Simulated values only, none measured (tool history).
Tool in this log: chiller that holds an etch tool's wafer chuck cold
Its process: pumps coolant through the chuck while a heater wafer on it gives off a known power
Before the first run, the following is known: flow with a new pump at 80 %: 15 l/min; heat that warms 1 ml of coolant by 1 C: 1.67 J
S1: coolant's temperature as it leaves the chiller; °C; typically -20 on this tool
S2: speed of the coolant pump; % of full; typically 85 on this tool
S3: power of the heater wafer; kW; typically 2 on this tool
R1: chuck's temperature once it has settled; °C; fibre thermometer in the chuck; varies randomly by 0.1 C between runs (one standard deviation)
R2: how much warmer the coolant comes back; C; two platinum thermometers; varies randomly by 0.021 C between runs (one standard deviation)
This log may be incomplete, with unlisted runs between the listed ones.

run 1 hour=0 | S1=-20 S2=85 S3=2 | R1=3.9 R2=4.5
run 2 hour=22.7 | S1=-20 S2=85 S3=2 | R1=3.8 R2=4.51
run 3 hour=44.6 | S1=-20 S2=85 S3=2 | R1=4 R2=4.5
run 4 hour=83.9 | S1=-20 S2=85 S3=2 | R1=3.9 R2=4.47
run 5 hour=116.5 | S1=-20 S2=85 S3=2 | R1=3.9 R2=4.52
run 6 hour=140.8 | S1=-20 S2=85 S3=2 | R1=3.7 R2=4.52
run 7 hour=162.7 | S1=-20 S2=85 S3=2 | R1=3.9 R2=4.54
run 8 hour=190.4 | S1=-11 S2=85 S3=2 | R1=12.9 R2=4.5
run 9 hour=220.8 | S1=-20 S2=98 S3=2 | R1=2.2 R2=3.91
run 10 hour=245 | S1=-20 S2=98 S3=1.506 | R1=-3.3 R2=2.94
run 11 hour=286.4 | S1=-20 S2=98 S3=1.506 | R1=-3.6 R2=2.93
run 12 hour=321.4 | S1=-13 S2=85 S3=2 | R1=10.8 R2=4.49
run 13 hour=369.5 | S1=-13 S2=85 S3=2 | R1=10.8 R2=4.53
run 14 hour=392.9 | S1=-20 S2=85 S3=2 | R1=3.9 R2=4.48
run 15 hour=419.6 | S1=-18 S2=71 S3=1.54 | R1=2.2 R2=4.1
run 16 hour=459.7 | S1=-11 S2=85 S3=2 | R1=12.8 R2=4.49
run 17 hour=483.9 | S1=-29 S2=85 S3=1.961 | R1=-5.5 R2=4.42
run 18 hour=532.4 | S1=-28 S2=85 S3=1.351 | R1=-11.9 R2=3.02
run 19 hour=571.9 | S1=-28 S2=85 S3=1.351 | R1=-11.9 R2=3.04
run 20 hour=624.2 | S1=-28 S2=85 S3=1.125 | R1=-14.6 R2=2.5
run 21 hour=656.8 | S1=-29 S2=85 S3=2.748 | R1=3.8 R2=6.21
run 22 hour=682.2 | S1=-25 S2=85 S3=2.375 | R1=3.5 R2=5.31
run 23 hour=716.9 | S1=-29 S2=70 S3=2.375 | R1=2.5 R2=6.49
run 24 hour=743 | S1=-14 S2=76 S3=1.022 | R1=-1.1 R2=2.57
run 25 hour=789 | S1=-29 S2=90 S3=1.141 | R1=-15.7 R2=2.44
run 26 hour=819.7 | S1=-23 S2=100 S3=1.141 | R1=-10.5 R2=2.18
run 27 hour=871.1 | S1=-23 S2=100 S3=1.141 | R1=-10.5 R2=2.19
run 28 hour=918 | S1=-23 S2=100 S3=1.141 | R1=-10.5 R2=2.19

Branching from run 28: 5 alternative next runs. What would each branch give?
run A hour=960.3 | S1=-24 S2=90 S3=2.46 | R1=? R2=?
run B hour=960.3 | S1=-23 S2=82 S3=1.141 | R1=? R2=?
run C hour=960.3 | S1=-14 S2=72 S3=2 | R1=? R2=?
run D hour=960.3 | S1=-23 S2=75 S3=2 | R1=? R2=?
run E hour=960.3 | S1=-20 S2=60 S3=1.491 | R1=? R2=?

run=A R1=4.5 R2=5.21
run=B R1=-9 R2=2.66
run=C R1=11.9 R2=5.3
run=D R1=2.6 R2=5.09
run=E R1=1.5 R2=4.73
Without the tool's hidden state the same runs would have given:
run=A R1=4.5 R2=5.21
run=B R1=-9 R2=2.66
run=C R1=11.9 R2=5.3
run=D R1=2.6 R2=5.09
run=E R1=1.5 R2=4.73

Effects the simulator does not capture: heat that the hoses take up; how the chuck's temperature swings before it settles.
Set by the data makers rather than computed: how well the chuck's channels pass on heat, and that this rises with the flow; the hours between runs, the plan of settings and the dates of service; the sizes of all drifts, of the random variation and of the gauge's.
